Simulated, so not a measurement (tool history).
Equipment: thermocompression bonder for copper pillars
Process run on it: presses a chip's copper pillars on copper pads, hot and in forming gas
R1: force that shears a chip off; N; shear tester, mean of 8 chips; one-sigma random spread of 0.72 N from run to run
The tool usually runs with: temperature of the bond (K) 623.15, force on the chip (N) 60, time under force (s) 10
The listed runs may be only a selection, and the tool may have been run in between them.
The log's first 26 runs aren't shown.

Run 27, hour 415: usual settings but temperature of the bond (K) 611.15, force on the chip (N) 40. Result: R1 34.3 N.
Run 28, hour 430.2: usual settings but temperature of the bond (K) 601.15. Result: R1 42.8 N.
Run 29, hour 444.8: usual settings but temperature of the bond (K) 611.15, force on the chip (N) 52, time under force (s) 27. Result: R1 57 N.
Run 30, hour 457.4: usual settings but temperature of the bond (K) 616.15, force on the chip (N) 45, time under force (s) 21. Result: R1 48.9 N.
Run 31, hour 468.2: usual settings but temperature of the bond (K) 616.15, force on the chip (N) 45, time under force (s) 21. Result: R1 50.6 N.
Run 32, hour 485.9: usual settings but temperature of the bond (K) 626.15, force on the chip (N) 59, time under force (s) 12. Result: R1 55.3 N.
Run 33, hour 498.7: usual settings but temperature of the bond (K) 620.15, force on the chip (N) 72, time under force (s) 8. Result: R1 53.4 N.
Run 34, hour 518.1: usual settings but temperature of the bond (K) 620.15, force on the chip (N) 64, time under force (s) 22. Result: R1 66.5 N.
Run 35, hour 537: usual settings but temperature of the bond (K) 648.15. Result: R1 62.7 N.
Run 36, hour 546.5: usual settings but temperature of the bond (K) 643.15, time under force (s) 14. Result: R1 68.2 N.
Run 37, hour 560.4: usual settings but temperature of the bond (K) 620.15, force on the chip (N) 38, time under force (s) 5. Result: R1 26.3 N.
Run 38, hour 571.5: usual settings but temperature of the bond (K) 600.15, force on the chip (N) 38, time under force (s) 16. Result: R1 32.6 N.
Run 39, hour 592.6: usual settings but temperature of the bond (K) 600.15, force on the chip (N) 38, time under force (s) 16. Result: R1 33.1 N.
Run 40, hour 614.6: usual settings but temperature of the bond (K) 625.15, force on the chip (N) 72, time under force (s) 13. Result: R1 62.8 N.

Forecast each of these 3 alternatives for the next run:
Run A, hour 628.4: usual settings but temperature of the bond (K) 625.15, force on the chip (N) 66, time under force (s) 30. Result: R1 ?.
Run B, hour 628.4: usual settings but temperature of the bond (K) 646.15, force on the chip (N) 49, time under force (s) 21. Result: R1 ?.
Run C, hour 628.4: usual settings but temperature of the bond (K) 638.15, force on the chip (N) 86, time under force (s) 24. Result: R1 ?.

run    R1
  A  72.3
  B  65.7
  C  83.8
Take away the tool's hidden state, keep each run's random variation, and the runs would have read:
run    R1
  A  78.1
  B  71.1
  C  89.7

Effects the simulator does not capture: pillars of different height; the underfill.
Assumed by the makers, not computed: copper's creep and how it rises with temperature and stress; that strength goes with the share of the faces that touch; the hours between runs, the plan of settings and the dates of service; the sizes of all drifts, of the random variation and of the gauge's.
